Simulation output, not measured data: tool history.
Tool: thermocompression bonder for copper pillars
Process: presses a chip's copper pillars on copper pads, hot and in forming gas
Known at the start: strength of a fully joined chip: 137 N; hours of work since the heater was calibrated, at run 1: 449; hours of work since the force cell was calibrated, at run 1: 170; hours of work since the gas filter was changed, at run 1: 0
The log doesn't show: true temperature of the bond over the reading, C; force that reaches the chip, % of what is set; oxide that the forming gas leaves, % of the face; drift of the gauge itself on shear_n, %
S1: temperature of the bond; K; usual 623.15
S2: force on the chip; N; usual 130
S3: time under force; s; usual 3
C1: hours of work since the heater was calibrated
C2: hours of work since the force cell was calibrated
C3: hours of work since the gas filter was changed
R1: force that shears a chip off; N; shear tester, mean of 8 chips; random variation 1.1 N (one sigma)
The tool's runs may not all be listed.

| run | hour | S1 | S2 | S3 | C1 | C2 | C3 | R1 |
|---|---|---|---|---|---|---|---|---|
| 1 | 0.0 | 623.15 | 130 | 3 | 449 | 170 | 0 | 93.6 |
| 2 | 50.1 | 623.15 | 130 | 3 | 487 | 208 | 38 | 96.4 |
| 3 | 108.2 | 623.15 | 130 | 3 | 531 | 252 | 82 | 95.6 |
| 4 | 153.1 | 623.15 | 130 | 3 | 565 | 286 | 116 | 93.9 |
| 5 | 202.4 | 623.15 | 130 | 3 | 603 | 324 | 153 | 96.7 |
| 6 | 293.2 | 612.15 | 130 | 3 | 671 | 393 | 222 | 86.7 |
| 7 | 359.6 | 612.15 | 130 | 3 | 722 | 443 | 273 | 87.2 |
| 8 | 401.2 | 612.15 | 130 | 3 | 753 | 474 | 304 | 87.6 |
|  | 483.6 | heater calibrated with a thermocouple chip |
| 9 | 483.6 | 594.15 | 130 | 3 | 0 | 535 | 365 | 73.2 |
| 10 | 544.3 | 623.15 | 123 | 3 | 46 | 581 | 411 | 94.2 |
|  | 631.6 | forming gas filter changed |
| 11 | 631.9 | 623.15 | 130 | 3 | 112 | 647 | 0 | 96.5 |
| 12 | 695.6 | 623.15 | 130 | 3 | 160 | 696 | 48 | 95.5 |
| 13 | 739.4 | 623.15 | 130 | 3 | 194 | 729 | 82 | 94.1 |
| 14 | 800.3 | 623.15 | 130 | 3 | 240 | 775 | 128 | 95.1 |
| 15 | 848.1 | 623.15 | 130 | 3 | 276 | 811 | 164 | 95.5 |
| 16 | 917.6 | 623.15 | 130 | 3 | 329 | 864 | 217 | 94.3 |
| 17 | 964.9 | 623.15 | 130 | 3 | 364 | 900 | 253 | 95.4 |
| 18 | 1017.1 | 644.15 | 130 | 3 | 404 | 939 | 292 | 110.1 |
| 19 | 1108.5 | 644.15 | 130 | 3 | 473 | 1009 | 361 | 109.4 |
| 20 | 1145.4 | 598.15 | 85 | 3 | 501 | 1037 | 389 | 57.8 |
| 21 | 1203.3 | 630.15 | 108 | 3 | 545 | 1080 | 433 | 94.6 |
|  | 1265.2 | forming gas filter changed |
| 22 | 1269.2 | 623.15 | 139 | 3 | 595 | 1130 | 3 | 97.7 |
| 23 | 1358.3 | 623.15 | 82 | 3 | 662 | 1197 | 71 | 75.8 |
| 24 | 1446.6 | 623.15 | 82 | 3 | 729 | 1264 | 138 | 72.8 |
| 25 | 1512.7 | 617.15 | 123 | 2 | 779 | 1314 | 188 | 78.1 |
|  | 1564.3 | heater calibrated with a thermocouple chip |
| 26 | 1584.4 | 649.15 | 115 | 9 | 15 | 1367 | 240 | 130.1 |
| 27 | 1674.2 | 650.15 | 115 | 4 | 83 | 1435 | 308 | 116.0 |
| 28 | 1715.2 | 635.15 | 130 | 3 | 114 | 1466 | 340 | 102.8 |
| 29 | 1754.9 | 646.15 | 161 | 2 | 144 | 1496 | 370 | 112.0 |
| 30 | 1795.5 | 646.15 | 161 | 2 | 175 | 1527 | 400 | 110.4 |
| 31 | 1845.5 | 629.15 | 105 | 2 | 213 | 1565 | 438 | 80.8 |
|  | 1897.3 | forming gas filter changed |
| 32 | 1911.5 | 638.15 | 98 | 8 | 263 | 1615 | 11 | 115.5 |
| 33 | 1950.4 | 622.15 | 122 | 3 | 292 | 1644 | 40 | 92.2 |
| 34 | 2037.0 | 650.15 | 109 | 4 | 358 | 1710 | 106 | 112.1 |
| 35 | 2093.9 | 650.15 | 78 | 2 | 401 | 1753 | 149 | 81.4 |
| 36 | 2154.6 | 613.15 | 148 | 2 | 447 | 1799 | 195 | 83.6 |
| 37 | 2233.2 | 633.15 | 125 | 2 | 507 | 1859 | 255 | 91.2 |
| 38 | 2287.1 | 633.15 | 125 | 2 | 547 | 1899 | 295 | 89.4 |

3 ways to go on from here, each from the tool as it stands after run 38. What would each give?
|  | 2310.5 | force cell calibrated |
| A | 2376.6 | 621.15 | 185 | 8 | 614 | 50 | 362 | ? |
|  | 2310.5 | force cell calibrated |
| B | 2376.6 | 604.15 | 130 | 3 | 614 | 50 | 362 | ? |
|  | 2310.5 | force cell calibrated |
| C | 2376.6 | 633.15 | 94 | 5 | 614 | 50 | 362 | ? |

| run | R1 |
|---|---|
| A | 127.0 |
| B | 81.3 |
| C | 101.3 |
Without the tool's hidden state the same runs would have given:
| run | R1 |
|---|---|
| A | 127.5 |
| B | 82.0 |
| C | 101.9 |
